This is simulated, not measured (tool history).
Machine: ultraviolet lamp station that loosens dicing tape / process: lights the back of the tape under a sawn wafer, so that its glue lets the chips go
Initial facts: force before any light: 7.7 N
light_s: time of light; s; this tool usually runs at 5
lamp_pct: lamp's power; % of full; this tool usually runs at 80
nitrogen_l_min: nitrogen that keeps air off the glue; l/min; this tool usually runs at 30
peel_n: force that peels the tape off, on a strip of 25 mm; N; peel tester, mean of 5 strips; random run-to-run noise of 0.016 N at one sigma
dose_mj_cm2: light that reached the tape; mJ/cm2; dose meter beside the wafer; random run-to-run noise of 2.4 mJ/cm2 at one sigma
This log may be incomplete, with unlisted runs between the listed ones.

| run | hour | light_s | lamp_pct | nitrogen_l_min | peel_n | dose_mj_cm2 |
|---|---|---|---|---|---|---|
| 1 | 0 | 5 | 80 | 30 | 0.843 | 261 |
| 2 | 15 | 5 | 80 | 30 | 0.877 | 259 |
| 3 | 39.4 | 5 | 80 | 30 | 0.871 | 256 |
| 4 | 52.5 | 6 | 80 | 30 | 0.614 | 309 |
| 5 | 69.5 | 6 | 80 | 30 | 0.609 | 307 |
| 6 | 89.5 | 6 | 80 | 30 | 0.62 | 306 |
| 7 | 109.2 | 5 | 80 | 30 | 0.865 | 253 |
| 8 | 131.2 | 4 | 80 | 30 | 1.339 | 203 |
| 9 | 160.7 | 5 | 80 | 14 | 1.411 | 252 |
| 10 | 181.2 | 5 | 80 | 14 | 1.449 | 251 |
| 11 | 210.1 | 5 | 80 | 14 | 1.411 | 246 |
| 12 | 240.4 | 5 | 80 | 30 | 0.92 | 246 |
| 13 | 262 | 5 | 80 | 30 | 0.935 | 248 |
| 14 | 283.1 | 5 | 63 | 30 | 1.415 | 193 |
| 15 | 304.1 | 5 | 80 | 30 | 0.947 | 244 |
| 16 | 318.4 | 5 | 80 | 11 | 1.67 | 248 |
| 17 | 332.1 | 5 | 91 | 11 | 1.368 | 278 |
| 18 | 353.9 | 5 | 91 | 11 | 1.413 | 274 |
| 19 | 370.9 | 2 | 80 | 30 | 3.211 | 97 |
| 20 | 384.8 | 4 | 80 | 30 | 1.436 | 192 |
| 21 | 409.4 | 5 | 80 | 9 | 1.946 | 234 |
|  | 411.8 | window cleaned of glue's vapour |
| 22 | 430.9 | 5 | 80 | 9 | 2 | 229 |
| 23 | 444.9 | 5 | 80 | 9 | 2.016 | 231 |
| 24 | 460.6 | 8 | 66 | 27 | 0.656 | 309 |
| 25 | 488.6 | 6 | 80 | 12 | 1.295 | 278 |
| 26 | 511.1 | 6 | 80 | 12 | 1.397 | 274 |
|  | 516.1 | window cleaned of glue's vapour, once more |
| 27 | 537.5 | 4 | 80 | 12 | 2.13 | 198 |
| 28 | 557.6 | 4 | 92 | 12 | 1.744 | 224 |
| 29 | 579.7 | 5 | 65 | 12 | 2.087 | 195 |
| 30 | 595 | 2 | 95 | 14 | 3.4 | 115 |
| 31 | 619.6 | 2 | 95 | 27 | 2.814 | 112 |
| 32 | 650.1 | 3 | 95 | 27 | 1.777 | 170 |
| 33 | 680 | 10 | 66 | 12 | 0.715 | 389 |
| 34 | 706.7 | 2 | 66 | 45 | 3.497 | 76 |
| 35 | 730.2 | 2 | 66 | 45 | 3.419 | 80 |
| 36 | 744.1 | 7 | 96 | 47 | 0.331 | 396 |
| 37 | 757.6 | 7 | 96 | 45 | 0.344 | 392 |
| 38 | 785.6 | 8 | 80 | 30 | 0.428 | 371 |
| 39 | 810.9 | 3 | 94 | 51 | 1.478 | 162 |
| 40 | 838.5 | 3 | 94 | 51 | 1.514 | 161 |
| 41 | 857.1 | 5 | 80 | 34 | 0.991 | 231 |
| 42 | 879.2 | 5 | 80 | 34 | 0.992 | 227 |

Below are 4 alternative next runs, each starting from the tool's condition after run 42. Predict each:
| A | 900.3 | 5 | 80 | 49 | ? | ? |
| B | 900.3 | 5 | 75 | 52 | ? | ? |
| C | 900.3 | 6 | 80 | 22 | ? | ? |
| D | 900.3 | 2 | 80 | 16 | ? | ? |

| run | peel_n | dose_mj_cm2 |
|---|---|---|
| A | 0.837 | 230 |
| B | 0.905 | 213 |
| C | 0.91 | 272 |
| D | 4.064 | 89 |
The same runs, with their run-to-run variation unchanged, on a tool lacking any hidden condition would have given:
| run | peel_n | dose_mj_cm2 |
|---|---|---|
| A | 0.598 | 275 |
| B | 0.65 | 255 |
| C | 0.652 | 326 |
| D | 3.567 | 106 |
